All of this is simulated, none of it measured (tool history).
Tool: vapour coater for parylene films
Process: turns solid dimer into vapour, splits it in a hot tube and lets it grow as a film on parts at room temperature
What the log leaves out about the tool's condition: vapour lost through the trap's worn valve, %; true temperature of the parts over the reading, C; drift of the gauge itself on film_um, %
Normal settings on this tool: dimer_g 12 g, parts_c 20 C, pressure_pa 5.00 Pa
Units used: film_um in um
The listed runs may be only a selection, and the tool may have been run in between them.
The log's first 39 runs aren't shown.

run,hour,dimer_g,parts_c,pressure_pa,hours of work since the trap's valve was overhauled,hours of work since the table's thermometer was calibrated,film_um
40,480.9,11,16,3.32,359,114,4.71
41,498.3,11,16,3.32,367,121,4.68
42,509.6,11,20,6.14,372,126,3.60
43,518.4,13,20,7.27,376,130,4.13
44,532.1,6,16,6.52,382,136,2.40
45,539.9,12,19,4.42,385,140,4.25
46,556.8,17,16,4.42,392,147,7.03
47,565.8,12,20,2.48,396,151,4.30
48,577.6,18,12,4.59,402,156,7.72

Consider 3 possible next runs. They are alternatives, not a sequence: every one starts from the tool as it was left by run 48. What does each give?
A,595.4,15,12,4.59,409,164,?
B,595.4,14,22,7.76,409,164,?
C,595.4,7,20,5.00,409,164,?

run,film_um
A,6.51
B,3.99
C,2.32
Had the tool no hidden state, the same runs would have come out as:
run,film_um
A,6.77
B,4.17
C,2.42
